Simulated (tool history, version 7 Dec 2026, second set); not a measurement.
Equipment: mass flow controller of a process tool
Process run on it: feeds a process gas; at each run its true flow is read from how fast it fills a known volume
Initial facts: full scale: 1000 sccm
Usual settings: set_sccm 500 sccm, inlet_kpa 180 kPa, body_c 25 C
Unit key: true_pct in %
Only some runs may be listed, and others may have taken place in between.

run,hour,set_sccm,inlet_kpa,body_c,true_pct
1,0,500,180,25,99.35
2,121.5,248,180,25,98.79
3,294.8,500,180,25,99.21
4,458.5,500,180,25,99.28
5,696.1,500,180,25,99.34
6,854,500,180,25,99.22
7,1035.5,132,160,31,99.24
8,1275.5,258,180,23,98.72
9,1475.5,252,180,35,99.76
10,1584.1,450,178,33,99.98
11,1789.3,450,178,33,99.84
12,2011.4,450,178,33,100.01

Each row is a separate what-if for the run after 12, all from the same tool condition, not one after another. Results?
A,2153.6,450,178,33,?
B,2153.6,263,176,25,?
C,2153.6,501,175,22,?
D,2153.6,702,158,25,?
E,2153.6,450,202,37,?

run,true_pct
A,99.98
B,98.81
C,99.04
D,99.64
E,100.35
Had the tool no hidden state, the same runs would have come out as:
run,true_pct
A,99.96
B,98.78
C,99.03
D,99.63
E,100.33

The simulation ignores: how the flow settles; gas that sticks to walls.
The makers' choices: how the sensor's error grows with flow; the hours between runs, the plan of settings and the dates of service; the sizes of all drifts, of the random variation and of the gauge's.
